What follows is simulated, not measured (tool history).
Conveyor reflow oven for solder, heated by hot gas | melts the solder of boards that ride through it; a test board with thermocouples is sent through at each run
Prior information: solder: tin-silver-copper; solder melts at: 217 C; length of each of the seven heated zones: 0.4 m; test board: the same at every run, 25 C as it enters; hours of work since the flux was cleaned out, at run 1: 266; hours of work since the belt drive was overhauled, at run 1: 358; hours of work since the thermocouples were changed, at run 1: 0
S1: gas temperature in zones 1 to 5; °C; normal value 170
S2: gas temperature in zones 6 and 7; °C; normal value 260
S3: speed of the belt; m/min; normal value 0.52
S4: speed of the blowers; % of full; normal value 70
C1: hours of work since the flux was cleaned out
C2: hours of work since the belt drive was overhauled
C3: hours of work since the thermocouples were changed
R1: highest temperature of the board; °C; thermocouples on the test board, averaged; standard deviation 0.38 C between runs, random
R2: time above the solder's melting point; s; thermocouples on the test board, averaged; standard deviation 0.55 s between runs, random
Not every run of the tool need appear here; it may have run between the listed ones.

{"run": 1, "hour": 0.0, "S1": 170, "S2": 260, "S3": 0.52, "S4": 70, "C1": 266, "C2": 358, "C3": 0, "R1": 243.3, "R2": 57.7}
{"run": 2, "hour": 30.6, "S1": 170, "S2": 260, "S3": 0.52, "S4": 70, "C1": 288, "C2": 380, "C3": 22, "R1": 243.3, "R2": 58.3}
{"run": 3, "hour": 80.4, "S1": 170, "S2": 260, "S3": 0.52, "S4": 70, "C1": 324, "C2": 416, "C3": 58, "R1": 243.6, "R2": 57.4}
{"run": 4, "hour": 126.6, "S1": 170, "S2": 260, "S3": 0.52, "S4": 70, "C1": 358, "C2": 450, "C3": 92, "R1": 242.4, "R2": 56.7}
{"hour": 155.7, "done": "flux residue cleaned out of gas plates and filters"}
{"run": 5, "hour": 172.2, "S1": 170, "S2": 260, "S3": 0.52, "S4": 59, "C1": 12, "C2": 480, "C3": 122, "R1": 240.6, "R2": 53.9}
{"run": 6, "hour": 204.4, "S1": 170, "S2": 260, "S3": 0.52, "S4": 59, "C1": 35, "C2": 503, "C3": 145, "R1": 240.2, "R2": 53.5}
{"run": 7, "hour": 267.4, "S1": 170, "S2": 260, "S3": 0.52, "S4": 59, "C1": 81, "C2": 549, "C3": 191, "R1": 240.4, "R2": 54.7}
{"run": 8, "hour": 330.1, "S1": 170, "S2": 260, "S3": 0.52, "S4": 59, "C1": 127, "C2": 594, "C3": 236, "R1": 240.2, "R2": 53.1}
{"run": 9, "hour": 397.9, "S1": 163, "S2": 260, "S3": 0.52, "S4": 59, "C1": 176, "C2": 644, "C3": 286, "R1": 238.9, "R2": 48.7}
{"run": 10, "hour": 438.0, "S1": 183, "S2": 260, "S3": 0.52, "S4": 70, "C1": 205, "C2": 673, "C3": 315, "R1": 246.7, "R2": 68.2}
{"run": 11, "hour": 485.3, "S1": 183, "S2": 260, "S3": 0.52, "S4": 70, "C1": 240, "C2": 707, "C3": 349, "R1": 246.6, "R2": 67.8}
{"run": 12, "hour": 543.6, "S1": 183, "S2": 260, "S3": 0.52, "S4": 70, "C1": 282, "C2": 749, "C3": 392, "R1": 246.9, "R2": 67.9}
{"run": 13, "hour": 589.5, "S1": 170, "S2": 260, "S3": 0.52, "S4": 70, "C1": 315, "C2": 783, "C3": 425, "R1": 243.7, "R2": 59.7}
{"run": 14, "hour": 628.0, "S1": 170, "S2": 274, "S3": 0.549, "S4": 78, "C1": 343, "C2": 811, "C3": 453, "R1": 256.6, "R2": 67.8}
{"hour": 676.9, "done": "flux residue cleaned out of gas plates and filters"}
{"run": 15, "hour": 688.7, "S1": 170, "S2": 254, "S3": 0.54, "S4": 52, "C1": 9, "C2": 851, "C3": 493, "R1": 232.8, "R2": 40.3}
{"run": 16, "hour": 746.1, "S1": 159, "S2": 271, "S3": 0.516, "S4": 60, "C1": 50, "C2": 893, "C3": 535, "R1": 250.2, "R2": 60.8}
{"run": 17, "hour": 803.4, "S1": 159, "S2": 271, "S3": 0.516, "S4": 60, "C1": 92, "C2": 935, "C3": 577, "R1": 249.8, "R2": 60.3}
{"run": 18, "hour": 849.5, "S1": 159, "S2": 271, "S3": 0.516, "S4": 60, "C1": 126, "C2": 968, "C3": 610, "R1": 249.3, "R2": 61.6}
{"run": 19, "hour": 894.2, "S1": 178, "S2": 271, "S3": 0.551, "S4": 52, "C1": 158, "C2": 1001, "C3": 643, "R1": 247.2, "R2": 61.4}
{"run": 20, "hour": 942.7, "S1": 181, "S2": 271, "S3": 0.551, "S4": 79, "C1": 193, "C2": 1036, "C3": 678, "R1": 257.4, "R2": 73.5}
{"run": 21, "hour": 977.8, "S1": 180, "S2": 252, "S3": 0.615, "S4": 83, "C1": 219, "C2": 1062, "C3": 704, "R1": 239, "R2": 49.1}
{"run": 22, "hour": 1042.6, "S1": 170, "S2": 255, "S3": 0.52, "S4": 70, "C1": 266, "C2": 1109, "C3": 751, "R1": 242.1, "R2": 57.3}
{"run": 23, "hour": 1100.9, "S1": 170, "S2": 260, "S3": 0.52, "S4": 64, "C1": 308, "C2": 1151, "C3": 793, "R1": 243.7, "R2": 60.2}
{"run": 24, "hour": 1132.6, "S1": 155, "S2": 268, "S3": 0.483, "S4": 52, "C1": 331, "C2": 1174, "C3": 816, "R1": 245.2, "R2": 58.7}
{"run": 25, "hour": 1172.5, "S1": 177, "S2": 257, "S3": 0.487, "S4": 81, "C1": 360, "C2": 1203, "C3": 845, "R1": 247.4, "R2": 74.1}

Alternative continuations, all from the tool just after run 25; predict every row:
{"hour": 1199.6, "done": "flux residue cleaned out of gas plates and filters"}
{"run": "A", "hour": 1222.2, "S1": 177, "S2": 267, "S3": 0.575, "S4": 81, "C1": 16, "C2": 1236, "C3": 878, "R1": "?", "R2": "?"}
{"hour": 1199.6, "done": "flux residue cleaned out of gas plates and filters"}
{"run": "B", "hour": 1222.2, "S1": 174, "S2": 261, "S3": 0.52, "S4": 70, "C1": 16, "C2": 1236, "C3": 878, "R1": "?", "R2": "?"}
{"hour": 1199.6, "done": "flux residue cleaned out of gas plates and filters"}
{"run": "C", "hour": 1222.2, "S1": 177, "S2": 257, "S3": 0.487, "S4": 86, "C1": 16, "C2": 1236, "C3": 878, "R1": "?", "R2": "?"}

run=A R1=254.1 R2=66.5
run=B R1=248.7 R2=67.5
run=C R1=251.4 R2=78.3
With no hidden state in the tool, these same runs would have given:
run=A R1=250.8 R2=62.2
run=B R1=245.4 R2=62.4
run=C R1=248.1 R2=73.3
